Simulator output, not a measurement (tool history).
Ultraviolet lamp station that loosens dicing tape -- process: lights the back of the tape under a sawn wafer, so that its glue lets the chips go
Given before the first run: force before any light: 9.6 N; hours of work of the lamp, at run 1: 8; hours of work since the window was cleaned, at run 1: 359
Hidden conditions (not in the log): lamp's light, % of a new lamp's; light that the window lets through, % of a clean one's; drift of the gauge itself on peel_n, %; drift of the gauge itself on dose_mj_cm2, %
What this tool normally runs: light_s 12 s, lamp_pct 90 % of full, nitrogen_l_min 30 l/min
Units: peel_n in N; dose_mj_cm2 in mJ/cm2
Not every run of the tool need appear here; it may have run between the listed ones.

run     day  light_s  lamp_pct  nitrogen_l_min  hours of work of the lamp  hours of work since the window was cleaned  peel_n  dose_mj_cm2
  1   0.000       12        90              30                          8                                         359   0.702          284
  2   0.350       12        90              30                         13                                         364   0.694          287
  3   0.808       12        90              30                         20                                         371   0.655          282
  4   1.242       12        90              19                         26                                         377   0.894          278
  5   1.529       12        90              19                         30                                         381   0.921          281
  6   1.758       12        90              19                         34                                         385   0.915          274
  7   2.146       12        90              45                         39                                         391   0.585          283
  8   2.588       12        90              45                         46                                         397   0.577          278
  9   2.908       12        90              30                         51                                         402   0.690          284
 10   3.192       12        90              30                         55                                         406   0.690          274
 11   3.471       12        90              30                         59                                         410   0.699          274
 12   3.825       12        90              30                         64                                         416   0.709          276
 13   4.233       12        70              30                         71                                         422   1.175          217
 14   4.458       12        90              30                         74                                         425   0.695          276
 15   4.900       12        79              30                         80                                         432   0.950          245
 16   5.296       12        79              30                         86                                         437   0.935          242
 17   5.558       14        79              30                         90                                         441   0.694          280
 18   5.992       12        90              30                         97                                         448   0.719          274
 19   6.404       12        90              30                        103                                         454   0.727          273
 20   6.754       12        90              30                        108                                         459   0.724          269
 21   7.242       12        90              30                        115                                         466   0.728          277
 22   7.671       12        90              30                        122                                         473   0.721          273
 23   8.104       23        90              13                        128                                         479   0.347          518
 24   8.321        6        61              23                        131                                         482   4.068           91
 25   8.562       12        82              38                        135                                         486   0.828          246
 26   8.950       11        64              57                        141                                         492   1.299          174
 27   9.196        8        91              31                        144                                         495   1.604          177
 28   9.596       14        72              35                        150                                         501   0.825          248
 29  10.062       14        72              35                        157                                         508   0.826          250
 30  10.342       23        70              30                        161                                         513   0.360          402
 31  10.875       23        70              58                        169                                         520   0.289          392
 32  11.321       14        84              58                        176                                         527   0.488          288
 33  11.688        9        88              39                        181                                         533   1.244          193
 34  12.112        9        88              39                        188                                         539   1.311          193
     12.471  -- window cleaned of glue's vapour
 35  12.662        6        64              36                        196                                           3   3.311          101
 36  13.162        6        78              36                        203                                          10   2.743          119
 37  13.392        9        71              36                        206                                          14   1.755          165
 38  13.862        6        88              30                        213                                          21   2.506          136
 39  14.258        6        75              30                        219                                          27   2.943          114
 40  14.638        9        86              15                        225                                          32   1.911          194
 41  15.042       16        67              49                        231                                          38   0.581          272
 42  15.546       16        77              24                        239                                          46   0.602          311
 43  15.792       13        96              12                        242                                          49   0.937          317

Each row is a separate what-if for the run after 43, all from the same tool condition, not one after another. Results?
  A  16.021       13        90              56                        246                                          53       ?            ?
  B  16.021       19        78              14                        246                                          53       ?            ?
  C  16.021       13        65              55                        246                                          53       ?            ?
  D  16.021       13        72              35                        246                                          53       ?            ?

run  peel_n  dose_mj_cm2
  A   0.469          293
  B   0.589          368
  C   0.906          215
  D   0.903          234
Without the tool's hidden state the same runs would have given:
run  peel_n  dose_mj_cm2
  A   0.398          320
  B   0.494          402
  C   0.761          234
  D   0.758          256
